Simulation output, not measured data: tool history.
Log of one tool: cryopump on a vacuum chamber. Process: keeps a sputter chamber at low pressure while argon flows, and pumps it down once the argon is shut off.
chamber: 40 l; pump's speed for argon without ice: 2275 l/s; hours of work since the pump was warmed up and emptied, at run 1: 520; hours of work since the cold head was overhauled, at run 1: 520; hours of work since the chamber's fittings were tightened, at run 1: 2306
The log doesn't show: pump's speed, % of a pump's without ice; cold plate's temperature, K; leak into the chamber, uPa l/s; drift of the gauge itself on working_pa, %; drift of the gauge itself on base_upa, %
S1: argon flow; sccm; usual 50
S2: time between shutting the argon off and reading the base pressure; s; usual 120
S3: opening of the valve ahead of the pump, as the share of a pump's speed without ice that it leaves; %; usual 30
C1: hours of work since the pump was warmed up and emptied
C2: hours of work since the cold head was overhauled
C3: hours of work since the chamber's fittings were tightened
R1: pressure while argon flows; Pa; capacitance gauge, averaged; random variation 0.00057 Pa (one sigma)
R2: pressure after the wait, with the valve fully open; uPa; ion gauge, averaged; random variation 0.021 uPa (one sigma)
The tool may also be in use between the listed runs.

run,hour,S1,S2,S3,C1,C2,C3,R1,R2
1,0.0,50,120,30,520,520,2306,0.1303,1.86
# hour 9.5: leaking fittings of the chamber tightened, without venting
2,20.2,34,120,30,529,529,6,0.0893,0.50
3,39.5,34,120,30,540,540,16,0.0882,0.49
4,56.8,34,120,30,549,549,25,0.0892,0.53
5,80.6,50,29,30,561,561,37,0.1305,1.48
6,105.7,44,120,30,574,574,51,0.1154,0.51
7,122.3,50,45,30,583,583,59,0.1305,1.04
8,136.8,50,45,30,591,591,67,0.1311,1.08
9,159.5,48,66,30,603,603,79,0.1262,0.81
10,173.1,48,66,30,610,610,86,0.1257,0.84
11,193.4,48,66,30,620,620,97,0.1256,0.86
12,217.4,48,66,30,633,633,109,0.1268,0.84

How the hidden state differs across the entries between the runs, from the last listed run before each to the first after it:
Between runs 1 and 2: leaking fittings of the chamber tightened, without venting (hour 9.5)
  pump's speed, % of a pump's without ice: 85.9 -> 85.6; cold plate's temperature, K: 12.39 -> 12.4; leak into the chamber, uPa l/s: 2891 -> 330
  measured less the result without the state, R1: +0.0065 -> +0.0045 Pa; R2: +1.39 -> +0.04 uPa

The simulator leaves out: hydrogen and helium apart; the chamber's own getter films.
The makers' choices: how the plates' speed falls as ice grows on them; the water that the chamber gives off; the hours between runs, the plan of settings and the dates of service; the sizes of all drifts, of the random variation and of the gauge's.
